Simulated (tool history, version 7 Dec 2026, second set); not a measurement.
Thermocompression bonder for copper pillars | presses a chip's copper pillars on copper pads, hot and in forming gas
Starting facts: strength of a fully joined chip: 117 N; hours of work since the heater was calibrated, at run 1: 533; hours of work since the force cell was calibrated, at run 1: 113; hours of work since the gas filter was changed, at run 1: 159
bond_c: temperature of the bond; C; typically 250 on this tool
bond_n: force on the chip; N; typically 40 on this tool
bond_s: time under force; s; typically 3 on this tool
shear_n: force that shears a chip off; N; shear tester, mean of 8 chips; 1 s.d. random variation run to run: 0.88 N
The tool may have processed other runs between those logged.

run	hour	bond_c	bond_n	bond_s	hours of work since the heater was calibrated	hours of work since the force cell was calibrated	hours of work since the gas filter was changed	shear_n
1	0	250	40	3	533	113	159	60.9
2	5.9	250	40	3	536	116	161	59.7
3	17.1	250	40	3	540	120	166	60.7
4	28.9	250	40	3	545	125	171	60.1
5	34.1	250	40	3	548	128	173	59.2
6	41.2	250	40	3	551	131	176	60.5
7	52.4	250	40	4	555	135	181	65.2
8	59.3	250	40	4	558	138	184	65.9
# hour 62.1: forming gas filter changed
9	69.8	227	40	4	563	143	3	52.4
# hour 77: heater calibrated with a thermocouple chip
10	80.7	250	40	3	2	146	7	71.6
11	88.3	250	40	3	5	150	10	71.4
12	95.9	250	40	3	8	153	14	70.4
13	101.9	250	40	3	11	155	16	73.2
14	111.8	250	26	3	15	160	20	46
15	117.1	237	26	3	17	162	23	40.8
16	124	237	26	3	20	165	25	40.1
17	133.4	237	26	3	24	169	29	40.2
18	142.7	237	26	3	28	173	33	40.5
19	148.1	237	26	3	30	175	36	40.1
20	154.5	237	26	3	33	178	38	40
21	166.3	237	26	3	38	183	43	40.6
22	174.3	225	40	2	41	186	47	47.1
23	180.5	225	40	2	44	189	49	46.5
24	185.7	225	40	2	46	191	52	45.9
25	197	229	41	2	51	196	56	48.9
26	202.2	250	47	5	53	198	59	89.9
27	213.8	271	38	9	58	203	64	98.6
28	223.6	271	38	9	62	207	68	97.1
29	230.7	271	38	9	65	210	71	98.7
30	241.4	250	40	5	70	215	75	80.8
31	249	250	40	5	73	218	79	80.2
32	260.7	229	30	6	78	223	84	53
33	268.3	237	25	2	81	226	87	31.8
34	274.4	255	40	3	84	229	89	73.5
35	283	267	40	2	88	232	93	69.7
36	295	267	39	2	93	237	98	67.7
37	303.6	267	39	2	96	241	102	67.7
38	308.8	236	39	8	98	243	104	77.1
39	320.3	250	29	2	103	248	109	43.2

Alternative continuations, all from the tool just after run 39; predict every row:
A	329.8	265	45	2	107	252	113	?
B	329.8	267	40	3	107	252	113	?
C	329.8	250	40	2	107	252	113	?
D	329.8	243	31	2	107	252	113	?
E	329.8	240	29	5	107	252	113	?

run	shear_n
A	74.2
B	78.7
C	59.4
D	41.8
E	53.5
What these runs would have given with no unlogged condition in the tool:
run	shear_n
A	78.4
B	83.1
C	63.3
D	44.9
E	57.1
